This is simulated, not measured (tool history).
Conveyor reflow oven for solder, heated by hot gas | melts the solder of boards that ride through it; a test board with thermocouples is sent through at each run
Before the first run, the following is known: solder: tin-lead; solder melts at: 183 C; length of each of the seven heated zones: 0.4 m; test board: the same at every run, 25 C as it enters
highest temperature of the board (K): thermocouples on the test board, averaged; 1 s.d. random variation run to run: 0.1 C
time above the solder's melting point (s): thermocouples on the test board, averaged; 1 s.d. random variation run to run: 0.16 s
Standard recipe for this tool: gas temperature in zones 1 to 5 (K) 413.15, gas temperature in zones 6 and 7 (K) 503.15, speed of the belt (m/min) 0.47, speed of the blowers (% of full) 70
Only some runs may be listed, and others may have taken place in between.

run    day  gas temperature in zones 1 to 5 (K)  gas temperature in zones 6 and 7 (K)  speed of the belt (m/min)  speed of the blowers (% of full)  highest temperature of the board (K)  time above the solder's melting point (s)
  1      0                               413.15                                503.15                       0.47                                70                                484.85                                       70.7
  2    0.2                               413.15                                503.15                       0.47                                70                                485.05                                       70.5
  3  0.583                               413.15                                503.15                       0.47                                50                                477.95                                       58.7
  4  0.833                               413.15                                503.15                       0.47                                50                                478.35                                       58.7
  5  1.008                               413.15                                503.15                       0.47                                50                                478.35                                       58.7
  6  1.396                               413.15                                503.15                       0.47                                50                                477.95                                       58.7
  7  1.621                               413.15                                503.15                       0.47                                50                                478.25                                       58.8
  8  1.829                               413.15                                503.15                       0.47                                50                                478.25                                       58.7
  9  2.138                               413.15                                503.15                       0.47                                50                                478.05                                       58.6
 10  2.338                               413.15                                503.15                       0.47                                50                                478.15                                       58.6
 11  2.521                               407.15                                503.15                       0.47                                50                                476.55                                       53.2
 12  2.883                               407.15                                503.15                       0.47                                50                                476.55                                       53.2
 13  3.142                               407.15                                503.15                       0.47                                50                                476.45                                       52.9
 14  3.383                               407.15                                503.15                       0.47                                50                                476.55                                       53.1
 15   3.75                               407.15                                503.15                       0.47                                50                                476.55                                       53.1
 16   3.95                               407.15                                503.15                       0.47                                50                                476.45                                       53.2
 17  4.188                               405.15                                518.15                      0.515                                57                                486.65                                       60.9
 18  4.562                               405.15                                518.15                      0.515                                57                                486.75                                       60.9
 19  4.838                               428.15                                503.15                       0.47                                56                                484.35                                       77.4
 20  5.183                               428.15                                495.15                      0.473                                56                                477.85                                         67
 21  5.492                               413.15                                495.15                       0.47                                70                                478.35                                       61.3
 22  5.679                               413.15                                510.15                      0.519                                70                                486.95                                       65.1
 23  5.933                               407.15                                501.15                      0.457                                82                                485.65                                         72
     6.292  -- flux residue cleaned out of gas plates and filters
 24  6.304                               425.15                                503.15                      0.461                                70                                489.55                                       84.8
 25  6.579                               425.15                                503.15                      0.461                                70                                489.55                                       84.4
 26  6.775                               425.15                                503.15                      0.461                                66                                488.35                                       83.4
 27  7.162                               408.15                                502.15                      0.461                                66                                484.25                                       69.2
 28  7.483                               404.15                                503.15                       0.47                                76                                486.25                                       69.4
 29  7.667                               413.15                                502.15                       0.47                                70                                485.65                                       72.3
 30  7.967                               413.15                                503.15                      0.521                                72                                483.65                                       61.8
 31  8.162                               413.15                                503.15                      0.521                                72                                483.55                                       61.8
 32  8.517                               413.15                                513.15                      0.451                                67                                495.65                                       86.5

Each row is a separate what-if for the run after 32, all from the same tool condition, not one after another. Results?
  A  8.792                               404.15                                503.15                      0.525                                70                                     ?                                          ?
  B  8.792                               413.15                                513.15                      0.451                                59                                     ?                                          ?
  C  8.792                               413.15                                504.15                      0.451                                67                                     ?                                          ?

run  highest temperature of the board (K)  time above the solder's melting point (s)
  A                                480.65                                       53.6
  B                                492.75                                       82.5
  C                                487.95                                       78.1
What these runs would have given with no unlogged condition in the tool:
run  highest temperature of the board (K)  time above the solder's melting point (s)
  A                                479.45                                       51.7
  B                                491.55                                       80.5
  C                                486.75                                       76.1
